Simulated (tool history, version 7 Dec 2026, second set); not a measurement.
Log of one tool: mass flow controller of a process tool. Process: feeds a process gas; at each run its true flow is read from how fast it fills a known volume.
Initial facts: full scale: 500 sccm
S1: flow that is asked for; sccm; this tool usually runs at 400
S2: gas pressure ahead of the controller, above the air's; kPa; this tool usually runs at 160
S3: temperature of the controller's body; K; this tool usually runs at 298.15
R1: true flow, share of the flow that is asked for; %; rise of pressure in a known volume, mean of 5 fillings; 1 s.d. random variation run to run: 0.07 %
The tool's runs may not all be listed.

run    hour   S1   S2      S3     R1
  1       0  400  160  298.15  99.28
  2   201.4  400  160  298.15  99.19
  3   512.1  400  160  298.15  98.89
  4   699.8  400  160  298.15  98.89
  5   947.4  400  160  298.15  98.82
  6  1154.5  400  160  298.15  98.69
  7  1335.5  400  160  295.15  98.61
  8  1585.5  400  160  295.15  98.42
  9  1855.6  400  160  295.15  98.45
 10  2132.9  400  160  298.15  98.32
 11  2303.6  400  160  298.15  98.39
 12    2601  400  160  298.15  98.35
 13  2825.8  400  160  298.15  98.26
 14  3149.9  400  160  298.15     98
 15  3338.7  400  160  298.15  98.03
 16  3590.8  400  160  298.15  97.92
 17  3756.6  400  160  298.15  97.79
 18  3994.8   84  160  298.15  96.23
 19  4200.2   84  160  298.15  96.17
 20  4442.7  400  160  298.15   97.6
 21  4615.6  400  259  294.15  97.98
 22  4821.1  400  259  294.15  98.05
 23  4997.9   62  229  312.15   96.8
     5134.4  -- gauge calibrated
 24  5134.4  170  192  299.15  98.22
 25  5353.1  170  192  299.15  98.21
 26  5532.8  170  192  299.15  98.21
 27  5755.4  170  192  306.15  98.46
 28  5989.2  148  198  301.15  97.97
 29  6137.4  148  198  312.15  98.34
 30  6356.5  442  239  295.15  99.29
 31    6494   65  206  302.15  97.63
 32  6759.7  253  204  298.15  98.17
 33  6976.6  400  182  299.15  98.69
 34    7249   93  193  312.15  97.74
 35  7475.1  142  165  295.15  96.94
 36  7631.5  156  227  296.15  97.44
 37    7911  244  160  298.15  97.44
     7996.4  -- gauge calibrated
 38  8148.3   60  241  300.15  98.18
 39    8368   60  241  300.15  98.02
 40  8511.4  167  241  297.15  98.45

Measured less the same run without the tool's hidden state. The same run-to-run variation is in both; the gauge's scatter may not be:
Hidden conditions of the tool in this case: flow at rest that the sensor doesn't see, % of full scale; true flow over the shown one, %; drift of the gauge itself on true_pct, %.
run     R1
  1     +0
  2  -0.08
  3  -0.19
  4  -0.25
  5  -0.34
  6  -0.42
  7  -0.49
  8  -0.57
  9  -0.67
 10  -0.77
 11  -0.83
 12  -0.94
 13  -1.02
 14  -1.14
 15  -1.21
 16   -1.3
 17  -1.35
 18  -1.43
 19  -1.51
 20   -1.6
 21  -1.67
 22  -1.74
 23   -1.8
 24  -0.02
 25  -0.09
 26  -0.16
 27  -0.24
 28  -0.33
 29  -0.38
 30  -0.45
 31  -0.51
 32  -0.59
 33  -0.68
 34  -0.78
 35  -0.85
 36  -0.91
 37  -1.01
 38   -0.1
 39  -0.18
 40  -0.21
